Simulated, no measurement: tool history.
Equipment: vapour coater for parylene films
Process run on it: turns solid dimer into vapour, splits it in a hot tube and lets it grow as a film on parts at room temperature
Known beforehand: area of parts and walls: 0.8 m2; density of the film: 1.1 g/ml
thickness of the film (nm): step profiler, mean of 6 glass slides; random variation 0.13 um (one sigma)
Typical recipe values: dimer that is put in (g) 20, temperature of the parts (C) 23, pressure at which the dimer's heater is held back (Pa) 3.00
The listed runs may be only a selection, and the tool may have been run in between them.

run,hour,dimer that is put in (g),temperature of the parts (C),pressure at which the dimer's heater is held back (Pa),thickness of the film (nm)
1,0.0,20,23,3.00,15520
2,70.2,20,23,3.00,15210
3,101.5,20,23,3.00,14920
4,137.0,20,23,3.00,15060
5,191.4,20,24,3.00,14220
6,224.5,14,23,3.00,10390
7,265.3,14,23,3.00,10390
8,306.0,20,23,8.95,11500
9,354.7,29,23,3.00,20750
10,418.6,29,23,3.00,20880
11,458.7,20,23,4.23,13340
12,508.5,20,27,3.00,11640
13,543.6,20,23,3.00,14000
# hour 554.2: trap's valve overhauled
14,588.9,20,23,3.00,12510
15,658.5,20,23,3.00,12170
16,706.5,20,32,3.00,8010
17,772.6,20,23,3.00,11810
# hour 830.2: trap's valve overhauled, once more
18,845.6,20,23,3.00,16350
19,881.1,27,25,3.96,18600
20,928.0,11,28,3.00,6980
21,1002.8,11,29,3.00,6630
22,1056.7,11,29,3.00,6570
23,1122.1,11,29,3.00,6420
24,1167.8,9,23,5.10,6170

What will run 25 give?
25,1231.8,14,23,6.09,?

Run 25 gave thickness of the film (nm) 9100.
Without the tool's hidden state the same run would have given thickness of the film (nm) 9680.
